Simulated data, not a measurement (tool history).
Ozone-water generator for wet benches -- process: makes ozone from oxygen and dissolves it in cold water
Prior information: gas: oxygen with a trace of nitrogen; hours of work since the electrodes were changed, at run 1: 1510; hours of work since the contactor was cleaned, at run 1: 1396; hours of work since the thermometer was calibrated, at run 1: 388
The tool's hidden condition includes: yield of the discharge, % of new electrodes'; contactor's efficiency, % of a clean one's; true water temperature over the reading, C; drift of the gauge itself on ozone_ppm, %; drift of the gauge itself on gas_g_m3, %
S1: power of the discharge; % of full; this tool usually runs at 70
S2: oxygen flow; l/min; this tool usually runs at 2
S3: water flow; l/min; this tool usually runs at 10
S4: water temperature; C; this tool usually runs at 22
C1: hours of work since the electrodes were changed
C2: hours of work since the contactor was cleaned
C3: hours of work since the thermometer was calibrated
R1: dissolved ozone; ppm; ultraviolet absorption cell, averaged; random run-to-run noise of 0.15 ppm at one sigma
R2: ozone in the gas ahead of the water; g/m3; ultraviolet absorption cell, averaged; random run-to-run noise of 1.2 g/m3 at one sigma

run 1 day=0 | S1=70 S2=2 S3=10 S4=22 | C1=1510 C2=1396 C3=388 | R1=18.9 R2=209.7
run 2 day=2.192 | S1=70 S2=2.46 S3=10 S4=22 | C1=1558 C2=1444 C3=436 | R1=19.7 R2=198
run 3 day=6.817 | S1=70 S2=2.46 S3=10 S4=22 | C1=1660 C2=1545 C3=537 | R1=19.9 R2=200
run 4 day=10.538 | S1=70 S2=2 S3=10 S4=22 | C1=1741 C2=1626 C3=619 | R1=18.8 R2=213.3
run 5 day=14.083 | S1=70 S2=2 S3=9 S4=22 | C1=1819 C2=1704 C3=696 | R1=20.8 R2=210.4
run 6 day=16.738 | S1=70 S2=2 S3=9 S4=22 | C1=1877 C2=1762 C3=754 | R1=20.9 R2=213.1
run 7 day=21.692 | S1=87 S2=2 S3=10 S4=22 | C1=1985 C2=1871 C3=863 | R1=21.5 R2=241.6
run 8 day=26.879 | S1=70 S2=2 S3=10 S4=27 | C1=2099 C2=1984 C3=976 | R1=17.6 R2=211.8
run 9 day=30.992 | S1=70 S2=2 S3=10 S4=16 | C1=2189 C2=2074 C3=1066 | R1=20.5 R2=215
run 10 day=36.225 | S1=70 S2=1.77 S3=10 S4=22 | C1=2303 C2=2189 C3=1181 | R1=18.1 R2=220.6
run 11 day=40.954 | S1=70 S2=1.77 S3=10 S4=21 | C1=2407 C2=2292 C3=1284 | R1=18.6 R2=223.6
run 12 day=43.138 | S1=70 S2=2.46 S3=10 S4=21 | C1=2455 C2=2340 C3=1332 | R1=20.7 R2=202.6
run 13 day=47.088 | S1=70 S2=2.46 S3=10 S4=21 | C1=2541 C2=2427 C3=1419 | R1=20.4 R2=202
run 14 day=49.196 | S1=70 S2=2.46 S3=10 S4=21 | C1=2587 C2=2473 C3=1465 | R1=20.7 R2=201.2
run 15 day=53.546 | S1=70 S2=2.46 S3=10 S4=21 | C1=2683 C2=2568 C3=1560 | R1=20.5 R2=201.7
run 16 day=58.738 | S1=55 S2=2.46 S3=8 S4=21 | C1=2796 C2=2682 C3=1674 | R1=20.9 R2=177
run 17 day=63.525 | S1=55 S2=2.46 S3=8 S4=21 | C1=2901 C2=2787 C3=1779 | R1=21 R2=177.5
run 18 day=68.229 | S1=55 S2=1.22 S3=8 S4=16 | C1=3004 C2=2890 C3=1882 | R1=18.5 R2=220.7
run 19 day=72.496 | S1=70 S2=2 S3=10 S4=25 | C1=3097 C2=2983 C3=1975 | R1=18.1 R2=216
run 20 day=75.196 | S1=47 S2=2.51 S3=10 S4=22 | C1=3157 C2=3042 C3=2034 | R1=16.1 R2=161.7
-- day=75.679 gauge calibrated
run 21 day=78.196 | S1=47 S2=2.51 S3=10 S4=22 | C1=3222 C2=3108 C3=2100 | R1=16.3 R2=156.7
run 22 day=82.317 | S1=44 S2=2 S3=15 S4=22 | C1=3312 C2=3198 C3=2190 | R1=10.2 R2=163.9
run 23 day=84.471 | S1=70 S2=2 S3=12 S4=25 | C1=3360 C2=3245 C3=2237 | R1=15.6 R2=212.1
run 24 day=89.692 | S1=70 S2=2 S3=12 S4=25 | C1=3474 C2=3359 C3=2351 | R1=15.7 R2=212.3
run 25 day=94.529 | S1=70 S2=2.51 S3=10 S4=22 | C1=3580 C2=3465 C3=2457 | R1=20.2 R2=197.3
run 26 day=99.604 | S1=45 S2=1.01 S3=10 S4=22 | C1=3691 C2=3576 C3=2568 | R1=11.6 R2=205.1

Estimate the outcome of run 27 from the log above:
run 27 day=104.5 | S1=95 S2=1.46 S3=10 S4=22 | C1=3798 C2=3684 C3=2676 | R1=? R2=?

{"run 27": {"R1": 20.3, "R2": 281.5}}
Had the tool carried no hidden state, the very same run would have given R1 20.4 ppm, R2 278.7 g/m3.
